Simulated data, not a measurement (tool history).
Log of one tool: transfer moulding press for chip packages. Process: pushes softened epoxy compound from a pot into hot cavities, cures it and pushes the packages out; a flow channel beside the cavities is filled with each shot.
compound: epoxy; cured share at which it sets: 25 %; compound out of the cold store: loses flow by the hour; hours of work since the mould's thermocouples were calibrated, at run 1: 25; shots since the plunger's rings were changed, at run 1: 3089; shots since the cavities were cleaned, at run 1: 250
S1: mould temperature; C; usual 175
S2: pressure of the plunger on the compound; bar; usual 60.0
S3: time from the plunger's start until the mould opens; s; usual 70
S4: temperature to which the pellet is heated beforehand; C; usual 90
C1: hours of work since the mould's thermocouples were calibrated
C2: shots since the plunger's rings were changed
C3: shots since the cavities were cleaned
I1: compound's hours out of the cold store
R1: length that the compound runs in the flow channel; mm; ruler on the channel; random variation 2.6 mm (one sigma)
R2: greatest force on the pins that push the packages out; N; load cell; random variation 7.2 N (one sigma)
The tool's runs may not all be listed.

Run 1, hour 0.0: usual settings; C1 25; C2 3089; C3 250; I1 21.5. Result: R1 731 mm, R2 538 N.
Run 2, hour 28.6: usual settings but S1 176 C; C1 41; C2 3494; C3 655; I1 14.4. Result: R1 762 mm, R2 653 N.
At hour 38.9: cavities cleaned with cleaning compound and waxed.
Run 3, hour 45.3: usual settings; C1 49; C2 3708; C3 90; I1 41.4. Result: R1 650 mm, R2 370 N.
Run 4, hour 69.6: usual settings; C1 63; C2 4053; C3 435; I1 25.2. Result: R1 705 mm, R2 590 N.
Run 5, hour 90.4: usual settings; C1 75; C2 4347; C3 729; I1 27.7. Result: R1 698 mm, R2 663 N.
At hour 94.0: cavities cleaned with cleaning compound and waxed.
At hour 105.8: plunger's sealing rings changed.
Run 6, hour 110.8: usual settings; C1 84; C2 72; C3 203; I1 15.2. Result: R1 796 mm, R2 501 N.
Run 7, hour 145.0: usual settings but S2 65.6 bar; C1 103; C2 556; C3 687; I1 18.6. Result: R1 811 mm, R2 658 N.
At hour 152.9: cavities cleaned with cleaning compound and waxed.
Run 8, hour 166.4: usual settings; C1 114; C2 837; C3 191; I1 41.0. Result: R1 674 mm, R2 448 N.
Run 9, hour 195.6: usual settings; C1 131; C2 1250; C3 604; I1 44.0. Result: R1 665 mm, R2 604 N.
At hour 210.0: cavities cleaned with cleaning compound and waxed.
Run 10, hour 219.7: usual settings; C1 143; C2 1572; C3 138; I1 10.5. Result: R1 801 mm, R2 461 N.
Run 11, hour 245.2: usual settings; C1 158; C2 1932; C3 498; I1 38.2. Result: R1 679 mm, R2 577 N.
At hour 265.7: cavities cleaned with cleaning compound and waxed.
Run 12, hour 270.3: usual settings; C1 171; C2 2267; C3 66; I1 15.6. Result: R1 764 mm, R2 399 N.
Run 13, hour 286.4: usual settings; C1 180; C2 2494; C3 293; I1 14.0. Result: R1 774 mm, R2 584 N.
Run 14, hour 310.2: usual settings; C1 193; C2 2831; C3 630; I1 10.6. Result: R1 789 mm, R2 725 N.
At hour 321.9: cavities cleaned with cleaning compound and waxed.
Run 15, hour 344.0: usual settings but S1 174 C, S4 84 C; C1 211; C2 3288; C3 312; I1 47.7. Result: R1 628 mm, R2 591 N.
Run 16, hour 373.1: usual settings but S1 168 C, S2 71.3 bar, S3 50 s, S4 83 C; C1 228; C2 3700; C3 724; I1 23.4. Result: R1 798 mm, R2 2137 N.
At hour 379.0: cavities cleaned with cleaning compound and waxed.
Run 17, hour 408.0: usual settings but S1 168 C, S2 67.7 bar, S3 52 s, S4 83 C; C1 247; C2 4173; C3 411; I1 21.8. Result: R1 777 mm, R2 1818 N.
Run 18, hour 425.5: usual settings but S1 169 C, S2 67.7 bar, S3 52 s, S4 83 C; C1 256; C2 4420; C3 658; I1 25.6. Result: R1 758 mm, R2 1924 N.
At hour 434.9: plunger's sealing rings changed.
At hour 438.2: cavities cleaned with cleaning compound and waxed.
Run 19, hour 461.7: usual settings but S1 173 C; C1 274; C2 359; C3 332; I1 27.9. Result: R1 744 mm, R2 670 N.
At hour 494.3: cavities cleaned with cleaning compound and waxed.
Run 20, hour 494.3: usual settings but S1 173 C; C1 292; C2 800; C3 0; I1 39.2. Result: R1 689 mm, R2 377 N.
Run 21, hour 509.4: usual settings but S1 174 C, S2 73.1 bar, S3 55 s, S4 99 C; C1 300; C2 1014; C3 214; I1 13.5. Result: R1 876 mm, R2 1021 N.
Run 22, hour 538.2: usual settings but S1 174 C, S2 73.1 bar, S3 55 s, S4 99 C; C1 317; C2 1420; C3 620; I1 36.1. Result: R1 766 mm, R2 1223 N.

Forecast run 23:
At hour 551.2: cavities cleaned with cleaning compound and waxed.
Run 23, hour 555.7: usual settings but S1 174 C, S2 73.1 bar, S3 55 s, S4 99 C; C1 326; C2 1648; C3 64; I1 9.3. Result: R1 ?, R2 ?.

Run 23 gave R1 890 mm, R2 822 N.
Without the tool's hidden state the same run would have given R1 910 mm, R2 640 N.
